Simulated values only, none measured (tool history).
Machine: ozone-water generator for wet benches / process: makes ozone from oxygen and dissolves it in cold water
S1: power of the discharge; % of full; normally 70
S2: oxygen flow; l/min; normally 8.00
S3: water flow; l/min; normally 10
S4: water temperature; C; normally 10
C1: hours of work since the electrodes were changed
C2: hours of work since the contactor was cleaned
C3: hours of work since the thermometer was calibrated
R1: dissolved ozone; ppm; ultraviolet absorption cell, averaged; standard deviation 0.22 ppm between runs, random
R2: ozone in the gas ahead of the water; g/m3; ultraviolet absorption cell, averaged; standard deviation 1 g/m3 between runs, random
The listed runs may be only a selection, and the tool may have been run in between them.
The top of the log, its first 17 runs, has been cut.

run 18 hour=1082.3 | S1=70 S2=8.00 S3=10 S4=9 | C1=916 C2=165 C3=431 | R1=30.2 R2=175.0
-- hour=1177.9 contactor cleaned, once more
run 19 hour=1177.9 | S1=93 S2=6.80 S3=6 S4=9 | C1=989 C2=0 C3=504 | R1=53.1 R2=231.0
run 20 hour=1261.0 | S1=70 S2=14.01 S3=12 S4=8 | C1=1055 C2=66 C3=570 | R1=28.5 R2=136.6
run 21 hour=1313.6 | S1=70 S2=14.01 S3=12 S4=8 | C1=1097 C2=108 C3=611 | R1=28.3 R2=133.9
run 22 hour=1378.7 | S1=70 S2=14.01 S3=12 S4=8 | C1=1148 C2=160 C3=663 | R1=28.5 R2=135.3
run 23 hour=1428.2 | S1=70 S2=14.01 S3=12 S4=8 | C1=1188 C2=199 C3=702 | R1=28.0 R2=134.4
run 24 hour=1468.8 | S1=70 S2=14.01 S3=12 S4=5 | C1=1220 C2=231 C3=735 | R1=30.5 R2=134.9
run 25 hour=1558.4 | S1=70 S2=8.00 S3=14 S4=6 | C1=1291 C2=302 C3=806 | R1=28.5 R2=172.6
run 26 hour=1596.8 | S1=79 S2=11.11 S3=12 S4=10 | C1=1322 C2=333 C3=836 | R1=30.2 R2=162.8
run 27 hour=1647.2 | S1=45 S2=13.95 S3=12 S4=7 | C1=1362 C2=373 C3=877 | R1=20.8 R2=98.0

Run 28 has not been measured yet. What should we expect?
run 28 hour=1739.0 | S1=46 S2=13.95 S3=13 S4=9 | C1=1435 C2=446 C3=949 | R1=? R2=?

R1: 19.4 ppm
R2: 98.4 g/m3
If the tool had no hidden condition, the same run with the same run-to-run variation would have returned R1 20.3 ppm, R2 101.0 g/m3.

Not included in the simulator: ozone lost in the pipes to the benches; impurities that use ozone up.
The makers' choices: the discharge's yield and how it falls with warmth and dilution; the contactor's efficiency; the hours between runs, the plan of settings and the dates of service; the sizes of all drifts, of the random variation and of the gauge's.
